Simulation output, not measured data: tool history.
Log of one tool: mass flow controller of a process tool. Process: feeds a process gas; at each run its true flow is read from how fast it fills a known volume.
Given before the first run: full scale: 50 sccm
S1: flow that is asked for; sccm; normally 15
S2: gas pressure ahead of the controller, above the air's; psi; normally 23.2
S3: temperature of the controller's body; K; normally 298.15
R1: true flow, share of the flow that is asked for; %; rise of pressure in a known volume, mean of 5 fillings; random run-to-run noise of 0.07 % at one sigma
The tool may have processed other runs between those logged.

run    hour  S1    S2      S3      R1
  1       0  15  23.2  298.15   98.51
  2     150  15  23.2  298.15   98.57
  3   459.9  15  23.2  298.15   98.55
  4   775.4  15  23.2  298.15   98.77
  5  1047.2  15  23.2  298.15    98.8
  6  1233.3  15  23.2  298.15   98.88
  7  1517.9  15  23.2  298.15   98.87
  8  1682.1  22  23.2  298.15   99.18
  9  1929.9  22  23.2  298.15   99.38
 10  2059.4  15  28.4  298.15   98.88
 11  2319.1  15    26  298.15   99.16
 12  2593.9  49  23.2  298.15  100.76

Run 13 has not been measured yet. What should we expect?
 13  2885.7  49  23.2  298.15   ?

R1: 100.92 %
The same run, on a tool lacking any hidden state, would have yielded R1 100.13 %.

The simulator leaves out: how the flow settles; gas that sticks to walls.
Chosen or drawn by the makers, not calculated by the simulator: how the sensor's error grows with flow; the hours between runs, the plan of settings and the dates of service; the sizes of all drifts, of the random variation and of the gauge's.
